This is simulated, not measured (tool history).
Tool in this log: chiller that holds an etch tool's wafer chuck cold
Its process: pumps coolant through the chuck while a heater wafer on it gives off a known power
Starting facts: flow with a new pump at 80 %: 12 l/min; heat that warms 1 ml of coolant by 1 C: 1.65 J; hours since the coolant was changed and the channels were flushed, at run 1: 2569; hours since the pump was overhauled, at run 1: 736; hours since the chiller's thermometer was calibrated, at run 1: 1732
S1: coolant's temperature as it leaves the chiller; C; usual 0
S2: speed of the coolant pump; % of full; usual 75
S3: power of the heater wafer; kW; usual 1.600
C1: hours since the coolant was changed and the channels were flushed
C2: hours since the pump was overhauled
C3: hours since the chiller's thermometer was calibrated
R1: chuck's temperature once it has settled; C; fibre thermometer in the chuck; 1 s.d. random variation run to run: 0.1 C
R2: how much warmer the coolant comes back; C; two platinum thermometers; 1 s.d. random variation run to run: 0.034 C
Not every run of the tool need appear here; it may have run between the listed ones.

run	hour	S1	S2	S3	C1	C2	C3	R1	R2
1	0.0	0	75	1.600	2569	736	1732	17.3	5.23
2	91.2	0	75	1.600	2660	827	1823	17.4	5.23
3	228.9	0	75	1.600	2798	965	1961	17.2	5.20
4	334.5	0	75	1.600	2903	1070	2067	17.5	5.31
5	455.2	-4	75	1.600	3024	1191	2187	13.5	5.19
6	591.5	0	75	1.166	3160	1327	2324	12.9	3.78
7	696.2	0	75	1.166	3265	1432	2428	12.8	3.83
8	795.6	0	75	1.166	3364	1531	2528	12.8	3.76
9	919.5	-10	75	1.600	3488	1655	2652	7.7	5.28
10	979.5	0	81	1.600	3548	1715	2712	16.9	4.84
11	1093.0	0	81	2.144	3662	1829	2825	22.6	6.54
12	1198.2	0	81	2.144	3767	1934	2930	22.8	6.49
13	1258.8	0	75	1.862	3828	1995	2991	20.6	6.13
# hour 1337.0: chiller's thermometer calibrated
14	1387.3	0	75	0.813	3955	2122	50	9.2	2.69
15	1460.6	0	75	1.600	4028	2195	124	18.0	5.31
16	1606.6	0	75	1.600	4174	2341	270	18.2	5.20
17	1673.9	0	75	1.376	4242	2409	337	15.6	4.53
18	1782.7	10	97	1.802	4350	2517	446	27.6	4.60
19	1870.1	-1	90	1.600	4438	2605	533	15.4	4.44
20	1976.7	10	100	1.661	4544	2712	640	26.0	4.14
21	2120.3	7	95	1.050	4688	2855	783	17.6	2.73
22	2212.1	5	90	0.832	4780	2947	875	13.6	2.28
23	2287.2	5	90	0.832	4855	3022	950	13.6	2.30
24	2431.1	5	90	0.832	4999	3166	1094	13.6	2.32
25	2495.8	0	86	2.042	5064	3231	1159	21.5	5.93
26	2638.6	0	86	2.042	5206	3373	1302	21.8	5.95
27	2785.5	0	75	2.282	5353	3520	1448	26.4	7.62
28	2851.7	-7	74	1.012	5419	3586	1515	4.7	3.44
29	2981.1	3	74	1.616	5549	3716	1644	22.1	5.55
30	3042.9	-5	78	0.921	5611	3778	1706	5.5	3.02
31	3130.3	-9	78	0.921	5698	3865	1793	1.6	2.97

Alternative continuations, all from the tool just after run 31; predict every row:
A	3191.1	2	73	1.141	5759	3926	1854	?	?
B	3191.1	-9	64	1.487	5759	3926	1854	?	?
C	3191.1	4	78	1.631	5759	3926	1854	?	?

run	R1	R2
A	15.5	4.01
B	10.1	5.91
C	22.6	5.30
Without the tool's unlogged condition, the same runs would have read:
run	R1	R2
A	14.1	3.86
B	8.1	5.68
C	20.6	5.09
